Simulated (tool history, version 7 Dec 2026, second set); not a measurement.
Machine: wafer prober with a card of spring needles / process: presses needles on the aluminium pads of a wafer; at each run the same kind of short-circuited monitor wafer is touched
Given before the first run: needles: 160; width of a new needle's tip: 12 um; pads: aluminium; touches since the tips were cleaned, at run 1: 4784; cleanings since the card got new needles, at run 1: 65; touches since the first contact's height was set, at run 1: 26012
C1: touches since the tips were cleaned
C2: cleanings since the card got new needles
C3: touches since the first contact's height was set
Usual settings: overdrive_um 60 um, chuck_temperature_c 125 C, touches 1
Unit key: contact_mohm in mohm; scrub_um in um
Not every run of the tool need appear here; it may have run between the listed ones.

Run 1, day 0.000: usual settings; C1 4784; C2 65; C3 26012. Result: contact_mohm 191 mohm, scrub_um 16.13 um.
At day 0.100: tips cleaned on abrasive film.
At day 0.479: tips cleaned on abrasive film.
At day 0.946: tips cleaned on abrasive film.
At day 1.400: tips cleaned on abrasive film.
Run 2, day 1.454: usual settings; C1 756; C2 69; C3 46248. Result: contact_mohm 193 mohm, scrub_um 16.13 um.
At day 1.833: tips cleaned on abrasive film.
At day 2.279: tips cleaned on abrasive film.
At day 2.662: tips cleaned on abrasive film.
Run 3, day 2.767: usual settings; C1 1489; C2 72; C3 64593. Result: contact_mohm 193 mohm, scrub_um 16.12 um.
At day 3.050: tips cleaned on abrasive film.
At day 3.433: tips cleaned on abrasive film.
At day 3.842: tips cleaned on abrasive film.
At day 4.254: tips cleaned on abrasive film.
Run 4, day 4.254: usual settings; C1 0; C2 76; C3 85305. Result: contact_mohm 190 mohm, scrub_um 16.09 um.
At day 4.712: tips cleaned on abrasive film.
At day 5.158: tips cleaned on abrasive film.
Run 5, day 5.208: usual settings; C1 741; C2 78; C3 98639. Result: contact_mohm 192 mohm, scrub_um 16.08 um.
At day 5.575: tips cleaned on abrasive film.
At day 6.000: tips cleaned on abrasive film.
Run 6, day 6.000: usual settings; C1 0; C2 80; C3 109660. Result: contact_mohm 191 mohm, scrub_um 16.10 um.
At day 6.362: height of the first contact set anew.
At day 6.462: tips cleaned on abrasive film.
At day 6.925: tips cleaned on abrasive film.
Run 7, day 6.996: usual settings; C1 1023; C2 82; C3 8793. Result: contact_mohm 186 mohm, scrub_um 16.10 um.
At day 7.379: tips cleaned on abrasive film.
At day 7.854: tips cleaned on abrasive film.
At day 8.279: tips cleaned on abrasive film.
Run 8, day 8.400: usual settings; C1 1740; C2 85; C3 28409. Result: contact_mohm 189 mohm, scrub_um 16.06 um.
At day 8.675: tips cleaned on abrasive film.
At day 9.100: tips cleaned on abrasive film.
Run 9, day 9.296: usual settings; C1 2768; C2 87; C3 40871. Result: contact_mohm 190 mohm, scrub_um 16.07 um.
At day 9.488: tips cleaned on abrasive film.
At day 9.958: tips cleaned on abrasive film.
At day 10.425: tips cleaned on abrasive film.
Run 10, day 10.450: usual settings but chuck_temperature_c 35 C; C1 373; C2 90; C3 56993. Result: contact_mohm 170 mohm, scrub_um 16.04 um.
At day 10.871: tips cleaned on abrasive film.
At day 11.333: tips cleaned on abrasive film.
Run 11, day 11.429: usual settings but chuck_temperature_c 35 C; C1 1362; C2 92; C3 70635. Result: contact_mohm 172 mohm, scrub_um 16.01 um.
At day 11.796: tips cleaned on abrasive film.
At day 12.229: tips cleaned on abrasive film.
At day 12.608: tips cleaned on abrasive film.
Run 12, day 12.879: usual settings; C1 3833; C2 95; C3 90913. Result: contact_mohm 191 mohm, scrub_um 16.03 um.
At day 13.062: tips cleaned on abrasive film.
At day 13.504: tips cleaned on abrasive film.
Run 13, day 13.767: usual settings; C1 3677; C2 97; C3 103265. Result: contact_mohm 188 mohm, scrub_um 16.04 um.
At day 13.954: tips cleaned on abrasive film.
At day 14.408: tips cleaned on abrasive film.
At day 14.571: height of the first contact set anew.
Run 14, day 14.733: usual settings; C1 4402; C2 99; C3 2297. Result: contact_mohm 194 mohm, scrub_um 16.02 um.
At day 14.833: tips cleaned on abrasive film.
At day 15.292: tips cleaned on abrasive film.
At day 15.742: tips cleaned on abrasive film.
Run 15, day 15.858: usual settings but overdrive_um 79 um, chuck_temperature_c 34 C; C1 1639; C2 102; C3 17978. Result: contact_mohm 166 mohm, scrub_um 21.05 um.
At day 16.146: tips cleaned on abrasive film.
At day 16.575: tips cleaned on abrasive film.
Run 16, day 16.846: usual settings but overdrive_um 44 um, chuck_temperature_c 31 C, touches 2; C1 3825; C2 104; C3 31780. Result: contact_mohm 176 mohm, scrub_um 11.72 um.
At day 17.042: tips cleaned on abrasive film.
At day 17.500: tips cleaned on abrasive film.
At day 17.967: tips cleaned on abrasive film.
Run 17, day 18.338: usual settings but overdrive_um 64 um, chuck_temperature_c 49 C; C1 5180; C2 107; C3 52568. Result: contact_mohm 172 mohm, scrub_um 17.06 um.
At day 18.433: tips cleaned on abrasive film.
At day 18.817: tips cleaned on abrasive film.
At day 19.238: tips cleaned on abrasive film.
Run 18, day 19.250: usual settings but overdrive_um 64 um, chuck_temperature_c 49 C; C1 192; C2 110; C3 65268. Result: contact_mohm 175 mohm, scrub_um 17.05 um.
At day 19.617: tips cleaned on abrasive film.
At day 20.004: tips cleaned on abrasive film.
Run 19, day 20.004: usual settings but chuck_temperature_c 72 C, touches 3; C1 0; C2 112; C3 75756. Result: contact_mohm 178 mohm, scrub_um 16.00 um.
At day 20.450: tips cleaned on abrasive film.
At day 20.833: tips cleaned on abrasive film.
Run 20, day 21.008: usual settings but overdrive_um 72 um, chuck_temperature_c 46 C; C1 2470; C2 114; C3 89783. Result: contact_mohm 174 mohm, scrub_um 19.16 um.
At day 21.267: tips cleaned on abrasive film.
At day 21.704: tips cleaned on abrasive film.
At day 22.158: tips cleaned on abrasive film.
Run 21, day 22.233: usual settings but overdrive_um 64 um, chuck_temperature_c 46 C; C1 1024; C2 117; C3 106865. Result: contact_mohm 173 mohm, scrub_um 17.01 um.
At day 22.604: tips cleaned on abrasive film.
At day 22.804: height of the first contact set anew.
At day 22.996: tips cleaned on abrasive film.
Run 22, day 23.125: usual settings but overdrive_um 64 um, chuck_temperature_c 46 C; C1 1812; C2 119; C3 4466. Result: contact_mohm 176 mohm, scrub_um 17.04 um.
At day 23.412: tips cleaned on abrasive film.
At day 23.792: tips cleaned on abrasive film.
At day 24.258: tips cleaned on abrasive film.
Run 23, day 24.538: usual settings but overdrive_um 49 um, chuck_temperature_c 38 C, touches 2; C1 3906; C2 122; C3 24168. Result: contact_mohm 177 mohm, scrub_um 13.01 um.
At day 24.688: tips cleaned on abrasive film.
At day 25.146: tips cleaned on abrasive film.
Run 24, day 25.296: usual settings but overdrive_um 80 um, chuck_temperature_c 26 C, touches 2; C1 2123; C2 124; C3 34755. Result: contact_mohm 166 mohm, scrub_um 21.26 um.
At day 25.554: tips cleaned on abrasive film.
At day 26.000: tips cleaned on abrasive film.
Run 25, day 26.238: usual settings but overdrive_um 80 um, chuck_temperature_c 26 C, touches 2; C1 3348; C2 126; C3 47897. Result: contact_mohm 166 mohm, scrub_um 21.25 um.
At day 26.429: tips cleaned on abrasive film.
At day 26.838: tips cleaned on abrasive film.
At day 27.217: tips cleaned on abrasive film.
At day 27.662: tips cleaned on abrasive film.
Run 26, day 27.892: usual settings but overdrive_um 80 um, chuck_temperature_c 26 C, touches 2; C1 3237; C2 130; C3 70948. Result: contact_mohm 167 mohm, scrub_um 21.17 um.
At day 28.079: tips cleaned on abrasive film.
At day 28.546: tips cleaned on abrasive film.
At day 28.983: tips cleaned on abrasive film.
Run 27, day 29.325: usual settings but overdrive_um 80 um, chuck_temperature_c 26 C, touches 2; C1 4788; C2 133; C3 90959. Result: contact_mohm 165 mohm, scrub_um 21.21 um.
At day 29.412: tips cleaned on abrasive film.
At day 29.888: tips cleaned on abrasive film.
At day 30.362: tips cleaned on abrasive film.
Run 28, day 30.538: usual settings but overdrive_um 51 um, chuck_temperature_c 96 C, touches 2; C1 2485; C2 136; C3 107883. Result: contact_mohm 186 mohm, scrub_um 13.50 um.

Below, each run's measurement less what the same run would have read without the hidden state. Both values contain the same run-to-run variation, but the gauge's scatter may not be the same in both:
Hidden state at play: debris on the tips, nm; way that the needles fall short of the set height, um; tips' diameter, um; drift of the gauge itself on contact_mohm, %; drift of the gauge itself on scrub_um, %.
run  scrub_um
  1     -0.01
  2     -0.02
  3     -0.02
  4     -0.03
  5     -0.04
  6     -0.05
  7     -0.05
  8     -0.06
  9     -0.07
 10     -0.08
 11     -0.09
 12     -0.10
 13     -0.11
 14     -0.11
 15     -0.16
 16     -0.10
 17     -0.15
 18     -0.16
 19     -0.15
 20     -0.19
 21     -0.19
 22     -0.19
 23     -0.15
 24     -0.26
 25     -0.27
 26     -0.29
 27     -0.30
 28     -0.20
contact_mohm: within 1 mohm of the measured result in every run.

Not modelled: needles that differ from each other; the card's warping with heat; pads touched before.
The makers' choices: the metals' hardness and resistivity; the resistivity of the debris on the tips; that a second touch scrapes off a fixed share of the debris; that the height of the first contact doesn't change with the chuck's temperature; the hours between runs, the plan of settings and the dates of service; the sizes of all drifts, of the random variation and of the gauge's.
